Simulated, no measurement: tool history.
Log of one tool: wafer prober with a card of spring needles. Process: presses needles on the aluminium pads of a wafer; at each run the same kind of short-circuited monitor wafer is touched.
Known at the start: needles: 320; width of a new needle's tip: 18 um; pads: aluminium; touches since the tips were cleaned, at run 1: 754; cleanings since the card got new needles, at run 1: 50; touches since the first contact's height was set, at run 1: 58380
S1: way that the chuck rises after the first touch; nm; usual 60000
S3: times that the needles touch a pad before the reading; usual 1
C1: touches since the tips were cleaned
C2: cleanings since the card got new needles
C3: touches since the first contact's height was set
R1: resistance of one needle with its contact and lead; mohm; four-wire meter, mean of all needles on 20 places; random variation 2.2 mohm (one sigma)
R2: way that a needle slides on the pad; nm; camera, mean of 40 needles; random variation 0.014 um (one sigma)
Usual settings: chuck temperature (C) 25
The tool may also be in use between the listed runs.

run 1 hour=0 | S1=60000 chuck_temperature_(C)=25 S3=1 | C1=754 C2=50 C3=58380 | R1=517 R2=11250
-- hour=13.1 tips cleaned on abrasive film
-- hour=29.8 tips cleaned on abrasive film
-- hour=30.1 height of the first contact set anew
-- hour=44.8 tips cleaned on abrasive film
run 2 hour=44.8 | S1=60000 chuck_temperature_(C)=25 S3=1 | C1=0 C2=53 C3=9161 | R1=318 R2=11380
-- hour=60.6 tips cleaned on abrasive film
run 3 hour=68.5 | S1=60000 chuck_temperature_(C)=41 S3=1 | C1=4944 C2=54 C3=23941 | R1=851 R2=11310
-- hour=75.6 tips cleaned on abrasive film
-- hour=90.8 tips cleaned on abrasive film
run 4 hour=93.9 | S1=60000 chuck_temperature_(C)=41 S3=1 | C1=1935 C2=56 C3=39732 | R1=649 R2=11280
-- hour=106.3 tips cleaned on abrasive film
-- hour=123.3 tips cleaned on abrasive film
run 5 hour=135.1 | S1=60000 chuck_temperature_(C)=93 S3=1 | C1=7381 C2=58 C3=65438 | R1=852 R2=11250
-- hour=138.5 tips cleaned on abrasive film
-- hour=150.6 height of the first contact set anew
-- hour=154.1 tips cleaned on abrasive film
-- hour=169.9 tips cleaned on abrasive film
run 6 hour=180.1 | S1=60000 chuck_temperature_(C)=93 S3=1 | C1=6398 C2=61 C3=18376 | R1=833 R2=11350
-- hour=185.6 tips cleaned on abrasive film
-- hour=201.6 tips cleaned on abrasive film
-- hour=215.9 tips cleaned on abrasive film
run 7 hour=227.4 | S1=60000 chuck_temperature_(C)=93 S3=1 | C1=7228 C2=64 C3=47853 | R1=862 R2=11280
-- hour=230.7 tips cleaned on abrasive film
-- hour=245.6 tips cleaned on abrasive film
-- hour=260.4 tips cleaned on abrasive film
run 8 hour=266.1 | S1=60000 chuck_temperature_(C)=25 S3=1 | C1=3570 C2=67 C3=71947 | R1=823 R2=11220
-- hour=271.7 height of the first contact set anew
-- hour=275.1 tips cleaned on abrasive film
-- hour=290.1 tips cleaned on abrasive film
run 9 hour=297.8 | S1=60000 chuck_temperature_(C)=28 S3=1 | C1=4867 C2=69 C3=16260 | R1=889 R2=11320
-- hour=305.4 tips cleaned on abrasive film
-- hour=322.1 tips cleaned on abrasive film
-- hour=337 tips cleaned on abrasive film
run 10 hour=337 | S1=66000 chuck_temperature_(C)=48 S3=1 | C1=0 C2=72 C3=40648 | R1=281 R2=12420
-- hour=350.7 tips cleaned on abrasive film
run 11 hour=362.3 | S1=46000 chuck_temperature_(C)=27 S3=1 | C1=7253 C2=73 C3=56439 | R1=1388 R2=8600
-- hour=365.8 tips cleaned on abrasive film
-- hour=381.2 tips cleaned on abrasive film
-- hour=392.3 height of the first contact set anew
-- hour=395.8 tips cleaned on abrasive film
run 12 hour=401.8 | S1=76000 chuck_temperature_(C)=67 S3=3 | C1=3734 C2=76 C3=5869 | R1=392 R2=14390
-- hour=410.2 tips cleaned on abrasive film
-- hour=426.9 tips cleaned on abrasive film
-- hour=441.7 tips cleaned on abrasive film
run 13 hour=441.7 | S1=46000 chuck_temperature_(C)=27 S3=2 | C1=0 C2=79 C3=30716 | R1=336 R2=8650
-- hour=455.4 tips cleaned on abrasive film
-- hour=470.5 tips cleaned on abrasive film
run 14 hour=480.7 | S1=47000 chuck_temperature_(C)=47 S3=2 | C1=6425 C2=81 C3=55093 | R1=928 R2=8750
-- hour=486.5 tips cleaned on abrasive film
-- hour=502.1 tips cleaned on abrasive film
-- hour=515.3 height of the first contact set anew
-- hour=517.6 tips cleaned on abrasive film
run 15 hour=519 | S1=76000 chuck_temperature_(C)=93 S3=1 | C1=904 C2=84 C3=2307 | R1=450 R2=14410
-- hour=533.2 tips cleaned on abrasive film
run 16 hour=543.5 | S1=53000 chuck_temperature_(C)=50 S3=1 | C1=6480 C2=85 C3=17592 | R1=1124 R2=10000
-- hour=549.6 tips cleaned on abrasive film
-- hour=565.3 tips cleaned on abrasive film
run 17 hour=565.8 | S1=76000 chuck_temperature_(C)=28 S3=2 | C1=311 C2=87 C3=31439 | R1=311 R2=14330
-- hour=581.3 tips cleaned on abrasive film
-- hour=595.7 tips cleaned on abrasive film
-- hour=611.5 tips cleaned on abrasive film
run 18 hour=613.1 | S1=50000 chuck_temperature_(C)=28 S3=2 | C1=987 C2=90 C3=60928 | R1=587 R2=9300

3 ways to go on from here, each from the tool as it stands after run 18. What would each give?
-- hour=627.3 tips cleaned on abrasive film
run A hour=634.8 | S1=48000 chuck_temperature_(C)=25 S3=1 | C1=4708 C2=91 C3=74472 | R1=? R2=?
-- hour=627.3 tips cleaned on abrasive film
run B hour=634.8 | S1=60000 chuck_temperature_(C)=39 S3=1 | C1=4708 C2=91 C3=74472 | R1=? R2=?
-- hour=627.3 tips cleaned on abrasive film
run C hour=634.8 | S1=51000 chuck_temperature_(C)=94 S3=2 | C1=4708 C2=91 C3=74472 | R1=? R2=?

run=A R1=1360 R2=8920
run=B R1=944 R2=11200
run=C R1=811 R2=9480
Without the tool's hidden state the same runs would have given:
run=A R1=253 R2=9100
run=B R1=249 R2=11380
run=C R1=274 R2=9660

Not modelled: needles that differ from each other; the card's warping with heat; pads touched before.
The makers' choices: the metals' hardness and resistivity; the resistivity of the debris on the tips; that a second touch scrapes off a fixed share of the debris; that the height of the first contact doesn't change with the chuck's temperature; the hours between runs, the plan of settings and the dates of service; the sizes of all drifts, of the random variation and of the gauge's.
